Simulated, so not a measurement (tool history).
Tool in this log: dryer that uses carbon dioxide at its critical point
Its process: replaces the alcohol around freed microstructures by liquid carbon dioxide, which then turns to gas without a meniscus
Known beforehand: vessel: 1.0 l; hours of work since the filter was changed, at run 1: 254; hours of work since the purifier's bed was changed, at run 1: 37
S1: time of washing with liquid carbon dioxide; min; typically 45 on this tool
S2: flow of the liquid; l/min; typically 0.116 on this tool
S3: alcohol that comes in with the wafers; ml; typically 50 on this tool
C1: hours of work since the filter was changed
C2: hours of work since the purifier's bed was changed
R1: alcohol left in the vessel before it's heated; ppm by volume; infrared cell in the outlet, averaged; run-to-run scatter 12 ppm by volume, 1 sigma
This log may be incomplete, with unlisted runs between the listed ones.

{"run": 1, "hour": 0.0, "S1": 45, "S2": 0.116, "S3": 50, "C1": 254, "C2": 37, "R1": 960}
{"run": 2, "hour": 18.9, "S1": 45, "S2": 0.116, "S3": 50, "C1": 260, "C2": 44, "R1": 966}
{"run": 3, "hour": 32.2, "S1": 45, "S2": 0.116, "S3": 50, "C1": 265, "C2": 48, "R1": 1003}
{"run": 4, "hour": 42.3, "S1": 45, "S2": 0.168, "S3": 50, "C1": 268, "C2": 52, "R1": 169}
{"run": 5, "hour": 52.5, "S1": 45, "S2": 0.168, "S3": 50, "C1": 272, "C2": 55, "R1": 171}
{"run": 6, "hour": 73.7, "S1": 48, "S2": 0.168, "S3": 50, "C1": 279, "C2": 63, "R1": 118}
{"run": 7, "hour": 92.6, "S1": 48, "S2": 0.168, "S3": 50, "C1": 285, "C2": 69, "R1": 123}
{"run": 8, "hour": 115.5, "S1": 48, "S2": 0.168, "S3": 50, "C1": 293, "C2": 77, "R1": 126}
{"run": 9, "hour": 132.2, "S1": 45, "S2": 0.116, "S3": 24, "C1": 299, "C2": 83, "R1": 486}
{"run": 10, "hour": 150.3, "S1": 53, "S2": 0.116, "S3": 50, "C1": 305, "C2": 89, "R1": 531}
{"run": 11, "hour": 167.6, "S1": 53, "S2": 0.116, "S3": 50, "C1": 311, "C2": 95, "R1": 519}
{"run": 12, "hour": 187.2, "S1": 53, "S2": 0.116, "S3": 50, "C1": 318, "C2": 102, "R1": 530}
{"run": 13, "hour": 210.0, "S1": 53, "S2": 0.116, "S3": 50, "C1": 326, "C2": 110, "R1": 549}
{"run": 14, "hour": 220.0, "S1": 53, "S2": 0.116, "S3": 50, "C1": 329, "C2": 113, "R1": 549}
{"run": 15, "hour": 231.4, "S1": 67, "S2": 0.116, "S3": 50, "C1": 333, "C2": 117, "R1": 189}
{"run": 16, "hour": 252.0, "S1": 45, "S2": 0.116, "S3": 21, "C1": 340, "C2": 124, "R1": 474}
{"run": 17, "hour": 264.9, "S1": 40, "S2": 0.116, "S3": 21, "C1": 345, "C2": 129, "R1": 721}
{"run": 18, "hour": 277.1, "S1": 40, "S2": 0.116, "S3": 22, "C1": 349, "C2": 133, "R1": 753}
{"run": 19, "hour": 297.8, "S1": 40, "S2": 0.116, "S3": 22, "C1": 356, "C2": 140, "R1": 748}
{"run": 20, "hour": 317.6, "S1": 45, "S2": 0.137, "S3": 77, "C1": 363, "C2": 147, "R1": 805}
{"run": 21, "hour": 335.4, "S1": 45, "S2": 0.137, "S3": 77, "C1": 369, "C2": 153, "R1": 827}
{"run": 22, "hour": 355.4, "S1": 45, "S2": 0.137, "S3": 77, "C1": 376, "C2": 160, "R1": 840}
{"run": 23, "hour": 375.5, "S1": 45, "S2": 0.137, "S3": 77, "C1": 383, "C2": 167, "R1": 855}
{"run": 24, "hour": 389.1, "S1": 29, "S2": 0.137, "S3": 77, "C1": 388, "C2": 171, "R1": 4034}
{"run": 25, "hour": 410.0, "S1": 29, "S2": 0.137, "S3": 77, "C1": 395, "C2": 179, "R1": 4265}
{"run": 26, "hour": 433.7, "S1": 29, "S2": 0.137, "S3": 77, "C1": 403, "C2": 187, "R1": 4141}
{"run": 27, "hour": 455.2, "S1": 33, "S2": 0.164, "S3": 82, "C1": 411, "C2": 194, "R1": 1558}
{"run": 28, "hour": 476.8, "S1": 45, "S2": 0.135, "S3": 30, "C1": 418, "C2": 202, "R1": 395}
{"run": 29, "hour": 488.0, "S1": 45, "S2": 0.135, "S3": 30, "C1": 422, "C2": 206, "R1": 407}
{"run": 30, "hour": 500.0, "S1": 72, "S2": 0.152, "S3": 50, "C1": 426, "C2": 210, "R1": 67}
{"run": 31, "hour": 510.7, "S1": 69, "S2": 0.174, "S3": 68, "C1": 430, "C2": 213, "R1": 55}
{"run": 32, "hour": 524.1, "S1": 69, "S2": 0.152, "S3": 51, "C1": 434, "C2": 218, "R1": 70}
{"run": 33, "hour": 536.0, "S1": 69, "S2": 0.152, "S3": 51, "C1": 438, "C2": 222, "R1": 70}

What will run 34 give?
{"run": 34, "hour": 547.8, "S1": 52, "S2": 0.102, "S3": 39, "C1": 443, "C2": 226, "R1": "?"}

R1: 917 ppm by volume
With no hidden state in the tool, this same run would have given R1 556 ppm by volume.
